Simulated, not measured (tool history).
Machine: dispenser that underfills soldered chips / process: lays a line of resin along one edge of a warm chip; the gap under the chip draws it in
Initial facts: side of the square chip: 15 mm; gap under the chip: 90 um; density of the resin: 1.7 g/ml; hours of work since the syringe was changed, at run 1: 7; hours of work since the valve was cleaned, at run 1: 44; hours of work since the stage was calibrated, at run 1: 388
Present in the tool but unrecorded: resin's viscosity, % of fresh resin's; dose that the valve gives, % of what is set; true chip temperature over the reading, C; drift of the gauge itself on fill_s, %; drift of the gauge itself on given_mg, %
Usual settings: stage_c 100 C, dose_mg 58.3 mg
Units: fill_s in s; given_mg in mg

| run | day | stage_c | dose_mg | hours of work since the syringe was changed | hours of work since the valve was cleaned | hours of work since the stage was calibrated | fill_s | given_mg |
|---|---|---|---|---|---|---|---|---|
| 1 | 0.000 | 100 | 58.3 | 7 | 44 | 388 | 160.5 | 56.86 |
|  | 0.200 | new syringe of resin |
| 2 | 0.321 | 100 | 58.3 | 2 | 49 | 393 | 117.8 | 56.84 |
| 3 | 0.642 | 109 | 58.3 | 7 | 54 | 398 | 127.6 | 56.35 |
|  | 0.850 | new syringe of resin |
| 4 | 1.183 | 99 | 58.3 | 5 | 62 | 406 | 154.5 | 56.16 |
|  | 1.467 | new syringe of resin |
| 5 | 1.575 | 99 | 58.3 | 2 | 68 | 412 | 119.3 | 56.30 |
|  | 2.117 | new syringe of resin |
| 6 | 2.196 | 99 | 58.3 | 1 | 77 | 422 | 116.7 | 55.67 |
|  | 2.725 | new syringe of resin |
|  | 2.850 | dispensing valve cleaned and set on the balance |
| 7 | 2.850 | 99 | 58.3 | 1 | 0 | 431 | 115.8 | 58.26 |
|  | 3.408 | new syringe of resin |
| 8 | 3.542 | 100 | 58.3 | 2 | 11 | 442 | 116.3 | 57.77 |
| 9 | 3.950 | 100 | 59.0 | 8 | 17 | 448 | 184.7 | 58.02 |
|  | 4.050 | new syringe of resin |
| 10 | 4.354 | 100 | 50.3 | 5 | 23 | 454 | 149.1 | 49.40 |
|  | 4.704 | new syringe of resin |
| 11 | 4.867 | 100 | 63.2 | 3 | 31 | 462 | 120.4 | 61.68 |
|  | 5.354 | new syringe of resin |
| 12 | 5.421 | 100 | 58.3 | 1 | 39 | 470 | 110.2 | 56.78 |
|  | 6.008 | new syringe of resin |
| 13 | 6.096 | 100 | 58.3 | 1 | 50 | 481 | 108.4 | 56.67 |
| 14 | 6.512 | 100 | 58.3 | 8 | 56 | 487 | 177.3 | 56.15 |
|  | 6.654 | new syringe of resin |
| 15 | 6.996 | 100 | 58.3 | 5 | 64 | 495 | 146.3 | 56.07 |
|  | 7.279 | new syringe of resin |
| 16 | 7.475 | 100 | 58.3 | 3 | 71 | 502 | 126.3 | 55.44 |
|  | 7.921 | new syringe of resin |
| 17 | 8.112 | 100 | 58.3 | 3 | 81 | 512 | 120.0 | 55.60 |
|  | 8.546 | dispensing valve cleaned and set on the balance |
|  | 8.592 | new syringe of resin |
| 18 | 8.825 | 85 | 58.3 | 4 | 4 | 522 | 221.8 | 58.06 |
|  | 9.204 | new syringe of resin |
| 19 | 9.279 | 85 | 58.3 | 1 | 11 | 529 | 185.1 | 58.18 |
| 20 | 9.571 | 97 | 53.2 | 6 | 16 | 533 | 163.9 | 52.84 |
|  | 9.842 | new syringe of resin |
| 21 | 9.942 | 97 | 53.2 | 2 | 21 | 539 | 120.6 | 52.51 |
|  | 10.483 | new syringe of resin |
| 22 | 10.483 | 98 | 58.3 | 0 | 29 | 547 | 108.0 | 57.19 |
| 23 | 11.054 | 86 | 64.9 | 9 | 38 | 556 | 314.4 | 63.70 |
|  | 11.117 | new syringe of resin |
| 24 | 11.438 | 101 | 60.5 | 5 | 44 | 562 | 134.8 | 59.36 |
|  | 11.750 | new syringe of resin |
| 25 | 11.996 | 101 | 60.5 | 4 | 53 | 570 | 127.3 | 58.85 |

Estimate the outcome of run 26 from the log above:
|  | 12.425 | new syringe of resin |
| 26 | 12.633 | 101 | 60.5 | 3 | 62 | 580 | ? | ? |

{"run 26": {"fill_s": 120.4, "given_mg": 58.44}}
On a tool with no hidden condition, and with the same random variation, this run would have come out at fill_s 109.1 s, given_mg 60.68 mg.
